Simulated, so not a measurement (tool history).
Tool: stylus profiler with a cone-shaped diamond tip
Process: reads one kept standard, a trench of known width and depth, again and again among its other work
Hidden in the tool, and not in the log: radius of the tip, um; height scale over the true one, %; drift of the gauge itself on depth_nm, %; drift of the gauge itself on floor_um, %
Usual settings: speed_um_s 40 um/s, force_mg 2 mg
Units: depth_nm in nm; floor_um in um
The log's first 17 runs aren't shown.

run   hour  speed_um_s  force_mg  scans with this tip  hours of work since the height scale was calibrated  depth_nm  floor_um
 18  602.6          11      2.27                 3158                                                  351    100.85     18.58
 19  643.8          40      2.31                 3343                                                  371    100.75     18.47
 20  667.2          40      2.31                 3447                                                  383    100.94     18.45
 21    689          40         2                 3545                                                  394    100.78     18.45
 22  717.7          40      1.18                 3674                                                  408    100.42     18.43
 23  760.7          40      1.18                 3866                                                  429    100.38     18.41
 24  806.5          40      1.18                 4071                                                  452     100.5     18.34
 25    844         113      1.31                 4239                                                  471    100.56     18.23
 26  889.2          20      1.46                 4441                                                  493     100.7     18.41
 27  935.3          33      3.67                 4647                                                  516    101.12     18.37
 28    979          16      1.12                 4843                                                  538    100.43      18.4
 29   1011          33      1.81                 4986                                                  554    100.69     18.29

Forecast run 30:
 30  1036.2          49      1.63                 5099                                                  566         ?         ?

depth_nm: 100.69 nm
floor_um: 18.33 um
Without the tool's hidden state the same run would have given depth_nm 100.9 nm, floor_um 18.63 um.
